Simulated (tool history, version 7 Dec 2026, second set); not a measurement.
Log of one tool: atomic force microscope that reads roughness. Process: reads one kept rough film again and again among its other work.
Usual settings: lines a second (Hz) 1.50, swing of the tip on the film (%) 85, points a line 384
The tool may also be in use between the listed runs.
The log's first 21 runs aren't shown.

run,day,lines a second (Hz),swing of the tip on the film (%),points a line,roughness of the kept film (nm (root mean square))
22,23.417,0.94,68,346,2.089
23,24.762,2.92,85,600,1.532
24,25.954,2.92,81,755,1.528
25,27.225,2.48,69,355,1.607
# day 28.000: new tip fitted
26,28.642,3.35,85,364,1.748
27,29.492,3.35,62,364,2.082
28,30.417,1.09,85,912,1.939
29,31.075,1.50,72,351,1.918
30,32.333,3.86,83,415,1.393
31,33.192,3.86,83,415,1.321
32,33.896,3.86,83,415,1.296

5 ways to go on from here, each from the tool as it stands after run 32. What would each give?
A,34.908,0.71,85,384,?
B,34.908,2.50,83,415,?
C,34.908,1.50,85,445,?
D,34.908,3.26,75,687,?
E,34.908,3.86,70,271,?

run,roughness of the kept film (nm (root mean square))
A,1.582
B,1.373
C,1.474
D,1.420
E,1.413
Without the tool's hidden state the same runs would have given:
run,roughness of the kept film (nm (root mean square))
A,2.329
B,2.016
C,2.166
D,2.088
E,2.075
